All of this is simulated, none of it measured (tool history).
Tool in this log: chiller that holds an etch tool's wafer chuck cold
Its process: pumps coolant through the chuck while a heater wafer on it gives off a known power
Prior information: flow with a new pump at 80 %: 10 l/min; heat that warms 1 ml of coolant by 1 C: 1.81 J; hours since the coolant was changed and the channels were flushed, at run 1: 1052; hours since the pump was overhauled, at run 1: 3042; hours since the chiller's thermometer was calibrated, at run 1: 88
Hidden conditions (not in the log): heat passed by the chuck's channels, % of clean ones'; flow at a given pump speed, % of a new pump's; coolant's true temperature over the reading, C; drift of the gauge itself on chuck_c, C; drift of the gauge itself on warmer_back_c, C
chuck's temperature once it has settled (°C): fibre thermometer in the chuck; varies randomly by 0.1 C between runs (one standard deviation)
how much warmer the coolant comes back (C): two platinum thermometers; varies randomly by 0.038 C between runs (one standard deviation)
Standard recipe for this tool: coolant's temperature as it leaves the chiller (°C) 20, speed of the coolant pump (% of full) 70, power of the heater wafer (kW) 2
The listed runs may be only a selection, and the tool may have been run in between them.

run	hour	coolant's temperature as it leaves the chiller (°C)	speed of the coolant pump (% of full)	power of the heater wafer (kW)	hours since the coolant was changed and the channels were flushed	hours since the pump was overhauled	hours since the chiller's thermometer was calibrated	chuck's temperature once it has settled (°C)	how much warmer the coolant comes back (C)
1	0	20	70	2	1052	3042	88	43.9	7.87
2	40.3	20	89	2	1093	3083	128	40.9	6.23
3	104	20	70	2	1157	3146	192	43.9	7.91
4	170.9	20	70	2	1223	3213	259	44	7.89
5	211.1	24	70	2	1264	3254	299	48.1	7.92
6	285.2	24	70	2	1338	3328	373	47.8	7.94
7	318.7	20	70	2	1371	3361	407	43.9	7.9
8	363.2	20	70	2	1416	3406	451	44.1	7.93
9	418.4	20	70	2	1471	3461	507	44.1	7.88
10	452.9	20	70	2	1505	3495	541	44.1	7.96
11	508.7	20	70	2	1561	3551	597	44.2	7.88
12	579.1	20	70	2.469	1632	3621	667	49.9	9.77
13	614.6	21	70	2	1667	3657	703	45.4	7.97
14	661	21	70	2	1713	3703	749	45.3	8.04
15	699	20	70	2	1752	3741	787	44.3	8.01
16	768.2	20	70	2	1821	3811	856	44.3	7.97
17	818.4	10	71	2	1871	3861	907	34.1	7.74
18	855.2	10	71	2	1908	3898	943	34.1	7.87
19	914.7	10	71	2	1967	3957	1003	34.5	7.8
# hour 926.2: coolant pump overhauled
20	971.4	16	71	1.393	2019	45	1055	32.7	5.52
21	1014.1	18	85	2.087	2062	88	1097	41.2	6.92
22	1066.5	18	85	2.087	2114	140	1150	41	6.91
# hour 1099.2: coolant pump overhauled, once more
23	1139.2	20	97	1.637	2182	40	1217	36.2	4.52
24	1214.5	23	70	1.034	2257	115	1293	35.2	3.89
25	1275.8	23	68	1.221	2318	177	1354	37.9	4.82
26	1337.9	23	68	2.292	2380	239	1416	50.9	8.93
27	1383.5	13	68	1.454	2426	284	1462	30.5	5.69
28	1462	13	68	1.454	2504	363	1540	30.8	5.69
29	1524.7	18	68	1.454	2567	425	1603	35.7	5.71
30	1598	19	61	1.183	2640	499	1676	34.2	5.13
31	1663.6	23	99	1.676	2706	564	1742	39.7	4.58
32	1720.9	23	99	1.676	2763	622	1799	39.5	4.55

Each row is a separate what-if for the run after 32, all from the same tool condition, not one after another. Results?
A	1771.1	14	71	1.676	2814	672	1849	?	?
B	1771.1	20	66	2.056	2814	672	1849	?	?
C	1771.1	23	63	1.676	2814	672	1849	?	?

run	chuck's temperature once it has settled (°C)	how much warmer the coolant comes back (C)
A	34	6.36
B	45.6	8.33
C	44.4	7.12
Without the tool's unlogged condition, the same runs would have read:
run	chuck's temperature once it has settled (°C)	how much warmer the coolant comes back (C)
A	33	6.3
B	44.3	8.25
C	43.3	7.05
